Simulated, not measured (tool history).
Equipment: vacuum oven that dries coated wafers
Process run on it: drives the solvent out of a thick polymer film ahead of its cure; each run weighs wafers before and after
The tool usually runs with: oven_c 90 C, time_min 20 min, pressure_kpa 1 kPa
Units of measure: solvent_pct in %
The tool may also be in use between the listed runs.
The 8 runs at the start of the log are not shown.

Run 9, hour 66.4: usual settings. Result: solvent_pct 1.12 %.
Run 10, hour 79.6: usual settings but time_min 13 min. Result: solvent_pct 2.1 %.
Run 11, hour 89: usual settings. Result: solvent_pct 1.11 %.
Run 12, hour 96.8: usual settings. Result: solvent_pct 1.09 %.
Run 13, hour 110.8: usual settings. Result: solvent_pct 1.09 %.
Run 14, hour 121.2: usual settings. Result: solvent_pct 1.13 %.
Run 15, hour 134.1: usual settings. Result: solvent_pct 1.08 %.
Run 16, hour 142.8: usual settings. Result: solvent_pct 1.11 %.
Run 17, hour 149.9: usual settings but oven_c 80 C, time_min 31 min. Result: solvent_pct 1.95 %.
Run 18, hour 164.2: usual settings but oven_c 89 C, time_min 15 min, pressure_kpa 3.17 kPa. Result: solvent_pct 2.96 %.
Run 19, hour 174.4: usual settings but oven_c 94 C, time_min 11 min, pressure_kpa 2.43 kPa. Result: solvent_pct 2.33 %.
Run 20, hour 188.2: usual settings but oven_c 95 C, time_min 21 min, pressure_kpa 0.9 kPa. Result: solvent_pct 0.55 %.
Run 21, hour 202.6: usual settings but oven_c 89 C, time_min 18 min. Result: solvent_pct 1.5 %.

Run 22 is up next; what results do you expect?
Run 22, hour 215.2: usual settings but oven_c 89 C, time_min 18 min. Result: solvent_pct ?.

Run 22 gave solvent_pct 1.45 %.
The same run, on a tool lacking any hidden state, would have yielded solvent_pct 1.46 %.
